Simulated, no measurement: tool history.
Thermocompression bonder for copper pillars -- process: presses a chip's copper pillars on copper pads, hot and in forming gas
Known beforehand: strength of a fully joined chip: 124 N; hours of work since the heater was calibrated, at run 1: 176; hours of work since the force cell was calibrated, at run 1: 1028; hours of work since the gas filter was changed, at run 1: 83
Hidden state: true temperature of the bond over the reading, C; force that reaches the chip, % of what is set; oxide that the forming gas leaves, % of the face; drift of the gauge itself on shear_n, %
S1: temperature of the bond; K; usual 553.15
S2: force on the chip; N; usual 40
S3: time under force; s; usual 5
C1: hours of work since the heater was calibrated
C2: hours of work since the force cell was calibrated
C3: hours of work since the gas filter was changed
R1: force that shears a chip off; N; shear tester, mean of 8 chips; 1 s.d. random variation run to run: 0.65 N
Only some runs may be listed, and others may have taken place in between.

run     day      S1  S2  S3   C1    C2   C3     R1
  1       0  553.15  40   5  176  1028   83   83.2
  2   1.479  553.15  40   5  193  1046  101   83.9
  3   3.321  553.15  42   5  215  1068  123   84.1
  4   6.033  534.15  40   5  247  1100  155     72
  5   8.279  534.15  40   5  274  1126  181   71.2
  6  10.833  553.15  40  14  304  1156  211   98.2
  7  13.254  553.15  40  14  332  1185  240   99.4
  8  15.646  553.15  40  14  361  1213  268   99.7
     17.058  -- forming gas filter changed
  9  17.483  553.15  40  14  382  1234    5  107.4
 10  19.021  553.15  40  14  400  1253   23  107.9
 11  21.754  553.15  40   5  432  1285   55     86
 12  23.392  553.15  40   5  452  1304   75     87
 13  26.121  542.15  40   6  484  1336  107   82.3
 14  28.858  557.15  40   5  516  1369  139   86.9
 15  30.321  572.15  40  15  534  1386  157  109.3
 16   32.65  566.15  32   3  561  1414  184   71.5
     34.821  -- force cell calibrated
 17  35.396  555.15  26   3  593     7  216   58.6
 18  37.492  553.15  26   3  618    31  240   57.7
 19  39.883  553.15  26   3  646    60  269   57.1
     41.304  -- forming gas filter changed
 20  42.046  553.15  27   3  671    85    9   63.8
 21  44.212  553.15  41   3  697   111   34   80.5

Describe how what the log doesn't record of the tool's condition differs between the last listed run preceding each entry between runs and the first listed run following it.
In the gap between runs 8 and 9: forming gas filter changed (day 17.058)
  true temperature of the bond over the reading, C: 4.6 -> 4.9; oxide that the forming gas leaves, % of the face: 8.96 -> 0.67
  measured less the result without the state, R1: -8.7 -> +0.4 N
In the gap between runs 16 and 17: force cell calibrated (day 34.821)
  true temperature of the bond over the reading, C: 7 -> 7.4; force that reaches the chip, % of what is set: 94.7 -> 99.7; oxide that the forming gas leaves, % of the face: 5.93 -> 6.73
  measured less the result without the state, R1: -2.6 -> -0.1 N
In the gap between runs 19 and 20: forming gas filter changed (day 41.304)
  true temperature of the bond over the reading, C: 8 -> 8.3; force that reaches the chip, % of what is set: 99.5 -> 99.4; oxide that the forming gas leaves, % of the face: 8.27 -> 0.83
  measured less the result without the state, R1: -0.8 -> +4 N
